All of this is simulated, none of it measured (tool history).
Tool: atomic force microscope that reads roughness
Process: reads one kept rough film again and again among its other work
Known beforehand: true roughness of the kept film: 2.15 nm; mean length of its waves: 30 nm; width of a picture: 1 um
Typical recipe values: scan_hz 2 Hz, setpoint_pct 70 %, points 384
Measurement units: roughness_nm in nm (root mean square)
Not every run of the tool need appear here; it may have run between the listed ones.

run 1 hour=0 | scan_hz=2 setpoint_pct=70 points=384 | roughness_nm=1.732
-- hour=9.2 new tip fitted
run 2 hour=22.2 | scan_hz=1.99 setpoint_pct=70 points=384 | roughness_nm=1.741
run 3 hour=45.1 | scan_hz=1.99 setpoint_pct=70 points=384 | roughness_nm=1.729
-- hour=58.6 new tip fitted
run 4 hour=69.9 | scan_hz=1.72 setpoint_pct=70 points=384 | roughness_nm=1.768
run 5 hour=88.6 | scan_hz=1.72 setpoint_pct=70 points=384 | roughness_nm=1.757
run 6 hour=100.7 | scan_hz=1.72 setpoint_pct=70 points=384 | roughness_nm=1.765
-- hour=108.8 new tip fitted
run 7 hour=123.2 | scan_hz=2 setpoint_pct=62 points=384 | roughness_nm=1.815
run 8 hour=145.7 | scan_hz=2 setpoint_pct=62 points=384 | roughness_nm=1.805
-- hour=158.3 new tip fitted
run 9 hour=162 | scan_hz=2 setpoint_pct=86 points=384 | roughness_nm=1.534
run 10 hour=182.2 | scan_hz=2 setpoint_pct=86 points=384 | roughness_nm=1.532
run 11 hour=193.4 | scan_hz=2 setpoint_pct=86 points=384 | roughness_nm=1.518
-- hour=207.1 new tip fitted
run 12 hour=208.4 | scan_hz=1.18 setpoint_pct=70 points=384 | roughness_nm=1.822
run 13 hour=231.6 | scan_hz=1.26 setpoint_pct=70 points=384 | roughness_nm=1.822
run 14 hour=244.6 | scan_hz=1.26 setpoint_pct=70 points=384 | roughness_nm=1.804
-- hour=256.7 new tip fitted
run 15 hour=265.9 | scan_hz=1.26 setpoint_pct=70 points=384 | roughness_nm=1.835
run 16 hour=288.9 | scan_hz=2 setpoint_pct=70 points=384 | roughness_nm=1.746
run 17 hour=301.1 | scan_hz=2 setpoint_pct=70 points=384 | roughness_nm=1.735
-- hour=305.3 new tip fitted
run 18 hour=326.3 | scan_hz=2 setpoint_pct=70 points=384 | roughness_nm=1.74
run 19 hour=347 | scan_hz=3.15 setpoint_pct=70 points=384 | roughness_nm=1.65
-- hour=353.5 new tip fitted
run 20 hour=362.6 | scan_hz=3.15 setpoint_pct=70 points=384 | roughness_nm=1.63
run 21 hour=388.8 | scan_hz=3.15 setpoint_pct=70 points=384 | roughness_nm=1.623
-- hour=402 new tip fitted
run 22 hour=406.4 | scan_hz=3.15 setpoint_pct=70 points=384 | roughness_nm=1.648
run 23 hour=420.6 | scan_hz=3.15 setpoint_pct=60 points=384 | roughness_nm=1.772
run 24 hour=444.6 | scan_hz=2 setpoint_pct=70 points=331 | roughness_nm=1.734
-- hour=450.7 new tip fitted
run 25 hour=467.3 | scan_hz=3.95 setpoint_pct=62 points=1019 | roughness_nm=1.712
run 26 hour=480.7 | scan_hz=3.95 setpoint_pct=62 points=1019 | roughness_nm=1.695
-- hour=499.3 new tip fitted
run 27 hour=507.1 | scan_hz=1.49 setpoint_pct=89 points=717 | roughness_nm=1.578
run 28 hour=528 | scan_hz=1.57 setpoint_pct=74 points=401 | roughness_nm=1.739
run 29 hour=545.8 | scan_hz=0.8 setpoint_pct=65 points=401 | roughness_nm=1.885
-- hour=548.4 new tip fitted
run 30 hour=558.1 | scan_hz=2.43 setpoint_pct=70 points=636 | roughness_nm=1.699
run 31 hour=579.8 | scan_hz=0.83 setpoint_pct=75 points=384 | roughness_nm=1.829
-- hour=598 new tip fitted
run 32 hour=598.3 | scan_hz=3.72 setpoint_pct=72 points=393 | roughness_nm=1.546
run 33 hour=618.2 | scan_hz=2.39 setpoint_pct=68 points=384 | roughness_nm=1.713
run 34 hour=641.1 | scan_hz=2 setpoint_pct=68 points=667 | roughness_nm=1.76
-- hour=647.4 new tip fitted
run 35 hour=668.2 | scan_hz=0.69 setpoint_pct=78 points=667 | roughness_nm=1.831
run 36 hour=690 | scan_hz=0.51 setpoint_pct=72 points=364 | roughness_nm=1.891
-- hour=695.9 new tip fitted
run 37 hour=703.7 | scan_hz=0.51 setpoint_pct=72 points=364 | roughness_nm=1.871
run 38 hour=715.2 | scan_hz=2 setpoint_pct=73 points=756 | roughness_nm=1.708
run 39 hour=736.8 | scan_hz=2 setpoint_pct=68 points=487 | roughness_nm=1.761
-- hour=745.7 new tip fitted
run 40 hour=760.7 | scan_hz=2 setpoint_pct=68 points=487 | roughness_nm=1.757
run 41 hour=774.4 | scan_hz=2.19 setpoint_pct=70 points=384 | roughness_nm=1.71
run 42 hour=789.2 | scan_hz=2.19 setpoint_pct=56 points=444 | roughness_nm=1.834
-- hour=794.2 new tip fitted
run 43 hour=805.9 | scan_hz=2 setpoint_pct=70 points=646 | roughness_nm=1.746
run 44 hour=819.8 | scan_hz=2 setpoint_pct=85 points=577 | roughness_nm=1.544
run 45 hour=835 | scan_hz=0.89 setpoint_pct=79 points=577 | roughness_nm=1.798
-- hour=842.6 new tip fitted
run 46 hour=847.1 | scan_hz=0.89 setpoint_pct=57 points=577 | roughness_nm=1.91
run 47 hour=872.8 | scan_hz=0.81 setpoint_pct=64 points=396 | roughness_nm=1.883

A few steps of roughness_nm between consecutive runs. Split each: what settings, incoming material and random variation would produce without the hidden state, and what is left over for the hidden state, along with gauge scatter present in only one of the two compared results (measured, and without hidden state):
What the log doesn't record here: radius of the tip, nm; height scale over the true one, %; drift of the gauge itself on roughness_nm, %.
Run 8 -> 9: setpoint_pct 62 -> 86, new tip fitted. roughness_nm -0.271 nm (root mean square): hidden state +0.006, all else -0.277.
Run 11 -> 12: scan_hz 2 -> 1.18, setpoint_pct 86 -> 70, new tip fitted. roughness_nm +0.304 nm (root mean square): hidden state +0.005, all else +0.299.
Run 29 -> 30: scan_hz 0.8 -> 2.43, setpoint_pct 65 -> 70, points 401 -> 636, new tip fitted. roughness_nm -0.186 nm (root mean square): hidden state +0.007, all else -0.193.
Run 31 -> 32: scan_hz 0.83 -> 3.72, setpoint_pct 75 -> 72, points 384 -> 393, new tip fitted. roughness_nm -0.283 nm (root mean square): hidden state +0.006, all else -0.289.
Run 36 -> 37: new tip fitted. roughness_nm -0.02 nm (root mean square): hidden state +0.007, all else -0.027.

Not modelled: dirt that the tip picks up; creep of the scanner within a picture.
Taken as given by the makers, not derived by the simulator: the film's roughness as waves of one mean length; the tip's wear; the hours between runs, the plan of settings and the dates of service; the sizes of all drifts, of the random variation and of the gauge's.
